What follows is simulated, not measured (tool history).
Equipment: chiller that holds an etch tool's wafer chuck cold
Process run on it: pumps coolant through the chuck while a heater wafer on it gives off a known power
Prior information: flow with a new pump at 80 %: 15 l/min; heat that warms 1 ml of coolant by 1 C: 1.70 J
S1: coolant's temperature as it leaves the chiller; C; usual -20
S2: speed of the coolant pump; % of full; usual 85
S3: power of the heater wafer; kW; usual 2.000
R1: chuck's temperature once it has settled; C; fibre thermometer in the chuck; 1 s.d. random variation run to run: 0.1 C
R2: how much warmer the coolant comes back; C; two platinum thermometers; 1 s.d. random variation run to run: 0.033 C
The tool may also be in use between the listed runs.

Run 1, day 0.000: usual settings. Result: R1 4.5 C, R2 4.46 C.
Run 2, day 3.067: usual settings. Result: R1 4.6 C, R2 4.56 C.
Run 3, day 6.654: usual settings. Result: R1 4.5 C, R2 4.54 C.
Run 4, day 9.533: usual settings. Result: R1 4.8 C, R2 4.55 C.
Run 5, day 12.096: usual settings. Result: R1 4.9 C, R2 4.51 C.
Run 6, day 15.408: usual settings. Result: R1 5.1 C, R2 4.53 C.
Run 7, day 17.542: usual settings. Result: R1 5.1 C, R2 4.59 C.
Run 8, day 21.279: usual settings. Result: R1 5.3 C, R2 4.58 C.
Run 9, day 25.150: usual settings. Result: R1 5.3 C, R2 4.55 C.
Run 10, day 28.321: usual settings. Result: R1 5.6 C, R2 4.53 C.
Run 11, day 30.204: usual settings. Result: R1 5.6 C, R2 4.54 C.
Run 12, day 33.054: usual settings but S2 90 % of full, S3 2.142 kW. Result: R1 6.5 C, R2 4.67 C.
Run 13, day 36.942: usual settings but S1 -11 C, S2 93 % of full, S3 1.253 kW. Result: R1 4.3 C, R2 2.66 C.
Run 14, day 40.333: usual settings but S1 -22 C, S2 64 % of full, S3 1.730 kW. Result: R1 5.0 C, R2 5.23 C.
Run 15, day 43.775: usual settings but S1 -13 C, S2 96 % of full, S3 2.602 kW. Result: R1 18.6 C, R2 5.28 C.
Run 16, day 47.617: usual settings but S2 75 % of full. Result: R1 8.6 C, R2 5.27 C.
Run 17, day 50.371: usual settings but S2 72 % of full. Result: R1 9.4 C, R2 5.48 C.
Run 18, day 54.150: usual settings but S2 79 % of full. Result: R1 7.8 C, R2 4.95 C.
Run 19, day 56.538: usual settings but S2 71 % of full, S3 1.589 kW. Result: R1 3.7 C, R2 4.48 C.
Run 20, day 60.125: usual settings but S2 71 % of full, S3 1.589 kW. Result: R1 4.0 C, R2 4.43 C.
Run 21, day 61.817: usual settings but S1 -13 C, S2 86 % of full, S3 1.239 kW. Result: R1 3.5 C, R2 2.88 C.

Some steps in R1 between neighbouring runs. How much of each would the tool show without its hidden state too (settings, what came in, random variation), and how much is left for the hidden state, with any gauge scatter that isn't in both results?
The hidden state here: heat passed by the chuck's channels, % of clean ones'; flow at a given pump speed, % of a new pump's; coolant's true temperature over the reading, C; drift of the gauge itself on chuck_c, C; drift of the gauge itself on warmer_back_c, C.
Run 12 -> 13: S1 -20 -> -11, S2 90 -> 93, S3 2.142 -> 1.253. R1 -2.2 C: hidden state -1.9, all else -0.3.
Run 13 -> 14: S1 -11 -> -22, S2 93 -> 64, S3 1.253 -> 1.730. R1 +0.7 C: hidden state +2.1, all else -1.4.
Run 14 -> 15: S1 -22 -> -13, S2 64 -> 96, S3 1.730 -> 2.602. R1 +13.6 C: hidden state +1.1, all else +12.5.
Run 15 -> 16: S1 -13 -> -20, S2 96 -> 75, S3 2.602 -> 2.000. R1 -10.0 C: hidden state -0.5, all else -9.5.

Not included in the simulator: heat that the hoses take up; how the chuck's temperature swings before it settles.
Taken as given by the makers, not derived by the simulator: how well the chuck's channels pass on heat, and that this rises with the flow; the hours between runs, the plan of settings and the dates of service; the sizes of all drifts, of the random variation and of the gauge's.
